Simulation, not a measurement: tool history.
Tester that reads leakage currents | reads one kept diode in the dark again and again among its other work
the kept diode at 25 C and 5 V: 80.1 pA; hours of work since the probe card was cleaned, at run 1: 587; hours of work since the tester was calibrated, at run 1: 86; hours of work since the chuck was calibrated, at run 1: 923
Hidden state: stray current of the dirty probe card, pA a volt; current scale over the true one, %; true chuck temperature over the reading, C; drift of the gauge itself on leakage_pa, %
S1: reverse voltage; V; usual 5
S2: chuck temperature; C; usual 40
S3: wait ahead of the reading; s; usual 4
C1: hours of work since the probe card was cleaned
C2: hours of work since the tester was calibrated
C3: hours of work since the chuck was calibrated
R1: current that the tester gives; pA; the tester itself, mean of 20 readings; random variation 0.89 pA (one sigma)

run    hour    S1  S2    S3    C1    C2    C3      R1
  1       0     5  40     4   587    86   923  264.79
  2   218.7     5  40     4   742   241  1078  259.05
        322  -- chuck's temperature calibrated
  3   422.5     5  40     4   885   384    71  297.58
  4   613.5     5  40     4  1020   519   207   294.9
  5   807.5     5  40     4  1157   657   344  287.12
  6  1066.3     5  40     4  1341   840   527  278.67
  7  1282.2     5  40     4  1494   993   680  274.01
  8  1417.2     5  40     4  1589  1088   776  270.37
  9  1556.3     5  40     4  1688  1187   874  265.78
     1576.3  -- probe card cleaned and baked
 10  1763.6     5  40     4   133  1332  1019  257.48
     1954.9  -- chuck's temperature calibrated
 11  1989.7     5  40     4   291  1491    25  292.36
 12  2222.9   1.4  40  2.57   457  1656   190   152.2
 13  2331.2   1.4  27  0.35   533  1732   267   49.59
 14  2454.2  2.08  27  0.35   621  1820   354   59.87
 15  2712.4  2.08  27  0.49   803  2002   537    58.2
 16  2949.3  2.08  27  0.49   971  2170   704   57.18
 17  3106.8     5  40  1.44  1083  2282   816  265.83

Forecast run 18:
 18  3298.4  8.58  40  0.31  1218  2418  952   ?

R1: 342.19 pA
Without the tool's hidden state the same run would have given R1 388.44 pA.

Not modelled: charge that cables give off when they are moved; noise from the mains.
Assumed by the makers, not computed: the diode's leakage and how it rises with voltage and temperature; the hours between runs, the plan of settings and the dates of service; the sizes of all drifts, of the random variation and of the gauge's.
